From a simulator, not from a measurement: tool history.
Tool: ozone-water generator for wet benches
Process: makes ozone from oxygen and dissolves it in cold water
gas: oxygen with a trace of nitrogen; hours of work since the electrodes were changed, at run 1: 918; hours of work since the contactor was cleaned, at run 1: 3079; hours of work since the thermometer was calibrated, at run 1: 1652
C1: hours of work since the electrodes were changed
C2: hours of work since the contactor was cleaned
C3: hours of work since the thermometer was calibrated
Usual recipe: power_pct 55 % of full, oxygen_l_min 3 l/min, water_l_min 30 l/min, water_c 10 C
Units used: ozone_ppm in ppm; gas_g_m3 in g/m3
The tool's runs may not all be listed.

{"run": 1, "hour": 0.0, "power_pct": 55, "oxygen_l_min": 3, "water_l_min": 30, "water_c": 10, "C1": 918, "C2": 3079, "C3": 1652, "ozone_ppm": 14.3, "gas_g_m3": 218.2}
{"run": 2, "hour": 13.3, "power_pct": 55, "oxygen_l_min": 3, "water_l_min": 30, "water_c": 10, "C1": 930, "C2": 3091, "C3": 1664, "ozone_ppm": 14.2, "gas_g_m3": 216.2}
{"run": 3, "hour": 39.8, "power_pct": 55, "oxygen_l_min": 3, "water_l_min": 35, "water_c": 10, "C1": 953, "C2": 3114, "C3": 1687, "ozone_ppm": 12.2, "gas_g_m3": 214.3}
{"run": 4, "hour": 60.4, "power_pct": 55, "oxygen_l_min": 4.53, "water_l_min": 30, "water_c": 10, "C1": 971, "C2": 3132, "C3": 1705, "ozone_ppm": 15.8, "gas_g_m3": 174.6}
{"run": 5, "hour": 74.8, "power_pct": 55, "oxygen_l_min": 4.53, "water_l_min": 30, "water_c": 10, "C1": 984, "C2": 3145, "C3": 1718, "ozone_ppm": 15.4, "gas_g_m3": 174.7}
{"run": 6, "hour": 91.0, "power_pct": 55, "oxygen_l_min": 4.53, "water_l_min": 44, "water_c": 10, "C1": 998, "C2": 3159, "C3": 1732, "ozone_ppm": 10.7, "gas_g_m3": 173.9}
{"run": 7, "hour": 121.2, "power_pct": 55, "oxygen_l_min": 3, "water_l_min": 30, "water_c": 10, "C1": 1025, "C2": 3186, "C3": 1759, "ozone_ppm": 14.3, "gas_g_m3": 217.6}
{"run": 8, "hour": 146.7, "power_pct": 55, "oxygen_l_min": 3, "water_l_min": 30, "water_c": 10, "C1": 1047, "C2": 3208, "C3": 1781, "ozone_ppm": 14.1, "gas_g_m3": 215.6}
{"run": 9, "hour": 166.6, "power_pct": 60, "oxygen_l_min": 3, "water_l_min": 30, "water_c": 10, "C1": 1065, "C2": 3226, "C3": 1799, "ozone_ppm": 15.1, "gas_g_m3": 228}
{"run": 10, "hour": 180.9, "power_pct": 55, "oxygen_l_min": 3, "water_l_min": 30, "water_c": 10, "C1": 1077, "C2": 3239, "C3": 1811, "ozone_ppm": 14.1, "gas_g_m3": 214}
{"run": 11, "hour": 210.1, "power_pct": 55, "oxygen_l_min": 3, "water_l_min": 30, "water_c": 10, "C1": 1103, "C2": 3264, "C3": 1837, "ozone_ppm": 14.2, "gas_g_m3": 217.7}
{"run": 12, "hour": 228.3, "power_pct": 55, "oxygen_l_min": 3, "water_l_min": 30, "water_c": 10, "C1": 1119, "C2": 3280, "C3": 1853, "ozone_ppm": 14.1, "gas_g_m3": 213.7}
{"run": 13, "hour": 243.1, "power_pct": 55, "oxygen_l_min": 3, "water_l_min": 30, "water_c": 10, "C1": 1132, "C2": 3293, "C3": 1866, "ozone_ppm": 13.7, "gas_g_m3": 216.3}
{"run": 14, "hour": 267.9, "power_pct": 55, "oxygen_l_min": 3, "water_l_min": 30, "water_c": 10, "C1": 1154, "C2": 3315, "C3": 1888, "ozone_ppm": 13.9, "gas_g_m3": 215.7}
{"run": 15, "hour": 288.1, "power_pct": 55, "oxygen_l_min": 3, "water_l_min": 30, "water_c": 10, "C1": 1172, "C2": 3333, "C3": 1906, "ozone_ppm": 13.9, "gas_g_m3": 214.7}
{"run": 16, "hour": 315.4, "power_pct": 55, "oxygen_l_min": 3, "water_l_min": 30, "water_c": 10, "C1": 1196, "C2": 3357, "C3": 1930, "ozone_ppm": 14.4, "gas_g_m3": 211.3}
{"run": 17, "hour": 338.0, "power_pct": 55, "oxygen_l_min": 3, "water_l_min": 30, "water_c": 10, "C1": 1216, "C2": 3377, "C3": 1950, "ozone_ppm": 14.1, "gas_g_m3": 214.7}
{"run": 18, "hour": 354.5, "power_pct": 55, "oxygen_l_min": 2.42, "water_l_min": 19, "water_c": 10, "C1": 1230, "C2": 3392, "C3": 1965, "ozone_ppm": 21, "gas_g_m3": 242.3}
{"run": 19, "hour": 369.3, "power_pct": 99, "oxygen_l_min": 3.82, "water_l_min": 38, "water_c": 6, "C1": 1243, "C2": 3405, "C3": 1978, "ozone_ppm": 17.3, "gas_g_m3": 263.5}
{"run": 20, "hour": 381.8, "power_pct": 99, "oxygen_l_min": 3.82, "water_l_min": 38, "water_c": 12, "C1": 1254, "C2": 3416, "C3": 1989, "ozone_ppm": 16.3, "gas_g_m3": 264.2}
{"run": 21, "hour": 397.1, "power_pct": 99, "oxygen_l_min": 2.2, "water_l_min": 27, "water_c": 6, "C1": 1268, "C2": 3429, "C3": 2002, "ozone_ppm": 20.4, "gas_g_m3": 353.6}
{"run": 22, "hour": 414.7, "power_pct": 51, "oxygen_l_min": 1.58, "water_l_min": 42, "water_c": 7, "C1": 1283, "C2": 3445, "C3": 2018, "ozone_ppm": 7.7, "gas_g_m3": 289.2}
{"run": 23, "hour": 437.0, "power_pct": 55, "oxygen_l_min": 2.96, "water_l_min": 30, "water_c": 14, "C1": 1303, "C2": 3464, "C3": 2037, "ozone_ppm": 13.8, "gas_g_m3": 214.2}
{"run": 24, "hour": 459.7, "power_pct": 55, "oxygen_l_min": 2.96, "water_l_min": 30, "water_c": 14, "C1": 1323, "C2": 3484, "C3": 2057, "ozone_ppm": 13.9, "gas_g_m3": 217.3}
{"run": 25, "hour": 490.2, "power_pct": 55, "oxygen_l_min": 4.87, "water_l_min": 30, "water_c": 14, "C1": 1350, "C2": 3511, "C3": 2084, "ozone_ppm": 15.4, "gas_g_m3": 165.9}
{"run": 26, "hour": 505.4, "power_pct": 55, "oxygen_l_min": 4.87, "water_l_min": 30, "water_c": 14, "C1": 1363, "C2": 3525, "C3": 2098, "ozone_ppm": 15.4, "gas_g_m3": 164.4}
{"run": 27, "hour": 531.4, "power_pct": 55, "oxygen_l_min": 4.87, "water_l_min": 30, "water_c": 14, "C1": 1386, "C2": 3548, "C3": 2120, "ozone_ppm": 15.1, "gas_g_m3": 164.7}
{"run": 28, "hour": 549.3, "power_pct": 55, "oxygen_l_min": 4.87, "water_l_min": 22, "water_c": 13, "C1": 1402, "C2": 3563, "C3": 2136, "ozone_ppm": 20, "gas_g_m3": 165.6}
{"run": 29, "hour": 573.3, "power_pct": 73, "oxygen_l_min": 3.11, "water_l_min": 30, "water_c": 10, "C1": 1423, "C2": 3584, "C3": 2157, "ozone_ppm": 16.8, "gas_g_m3": 243.3}
{"run": 30, "hour": 592.6, "power_pct": 51, "oxygen_l_min": 3.11, "water_l_min": 22, "water_c": 10, "C1": 1440, "C2": 3601, "C3": 2174, "ozone_ppm": 18.7, "gas_g_m3": 199.8}
{"run": 31, "hour": 613.0, "power_pct": 69, "oxygen_l_min": 2.87, "water_l_min": 30, "water_c": 9, "C1": 1458, "C2": 3619, "C3": 2192, "ozone_ppm": 16.3, "gas_g_m3": 245.2}
{"run": 32, "hour": 634.3, "power_pct": 47, "oxygen_l_min": 3.8, "water_l_min": 24, "water_c": 7, "C1": 1477, "C2": 3638, "C3": 2211, "ozone_ppm": 17.3, "gas_g_m3": 172.4}
{"run": 33, "hour": 652.0, "power_pct": 69, "oxygen_l_min": 3.8, "water_l_min": 32, "water_c": 7, "C1": 1493, "C2": 3654, "C3": 2227, "ozone_ppm": 16.4, "gas_g_m3": 213.3}

Here are 3 independent what-if runs from the current tool condition. What would each one return?
{"run": "A", "hour": 666.3, "power_pct": 88, "oxygen_l_min": 2.21, "water_l_min": 32, "water_c": 7, "C1": 1505, "C2": 3666, "C3": 2239, "ozone_ppm": "?", "gas_g_m3": "?"}
{"run": "B", "hour": 666.3, "power_pct": 57, "oxygen_l_min": 5.24, "water_l_min": 42, "water_c": 7, "C1": 1505, "C2": 3666, "C3": 2239, "ozone_ppm": "?", "gas_g_m3": "?"}
{"run": "C", "hour": 666.3, "power_pct": 50, "oxygen_l_min": 3, "water_l_min": 30, "water_c": 10, "C1": 1505, "C2": 3666, "C3": 2239, "ozone_ppm": "?", "gas_g_m3": "?"}

run=A ozone_ppm=16 gas_g_m3=325.8
run=B ozone_ppm=12.1 gas_g_m3=160.6
run=C ozone_ppm=13.2 gas_g_m3=201.5
Without the tool's unlogged condition, the same runs would have read:
run=A ozone_ppm=16 gas_g_m3=334.7
run=B ozone_ppm=12.1 gas_g_m3=165
run=C ozone_ppm=13.3 gas_g_m3=207
